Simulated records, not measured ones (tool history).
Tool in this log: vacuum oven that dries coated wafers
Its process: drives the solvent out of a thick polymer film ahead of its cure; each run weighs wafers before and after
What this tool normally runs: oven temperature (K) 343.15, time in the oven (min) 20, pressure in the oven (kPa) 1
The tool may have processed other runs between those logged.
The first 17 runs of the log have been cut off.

run,hour,oven temperature (K),time in the oven (min),pressure in the oven (kPa),hours of work since the thermocouples were calibrated,hours of work since the vacuum gauge was cleaned of residue,solvent left in the film (%)
18,1284.7,343.15,12,2.23,186,80,3.11
19,1342.9,343.15,18,3.44,225,119,2.27
20,1390.8,343.15,18,3.44,257,151,2.35
21,1442.1,343.15,18,3.44,291,186,2.36
22,1530.8,333.15,20,1,351,245,4.28
23,1631.2,335.15,15,1.91,418,312,5.47
24,1691.3,338.15,24,2.3,458,353,2.41
25,1754.4,343.15,20,2.35,501,395,1.77
26,1822.8,343.15,20,2.35,547,441,1.83
27,1879.6,341.15,20,1,585,479,1.53
# hour 1934: oven's thermocouples calibrated
28,1970.8,341.15,20,0.73,25,539,1.46
29,2043,336.15,20,0.74,73,587,2.98
30,2148.2,352.15,23,1,144,658,0.46
31,2197.9,332.15,20,3.31,177,691,6.43

4 options for the next run, each taken on its own from the tool as it stands now. Forecast them:
A,2299,345.15,25,0.74,245,759,?
B,2299,356.15,15,0.93,245,759,?
C,2299,351.15,23,0.56,245,759,?
D,2299,347.15,20,3.86,245,759,?

run,solvent left in the film (%)
A,0.62
B,0.39
C,0.2
D,1.87
With no hidden state in the tool, these same runs would have given:
run,solvent left in the film (%)
A,0.47
B,0.31
C,0.1
D,1.69

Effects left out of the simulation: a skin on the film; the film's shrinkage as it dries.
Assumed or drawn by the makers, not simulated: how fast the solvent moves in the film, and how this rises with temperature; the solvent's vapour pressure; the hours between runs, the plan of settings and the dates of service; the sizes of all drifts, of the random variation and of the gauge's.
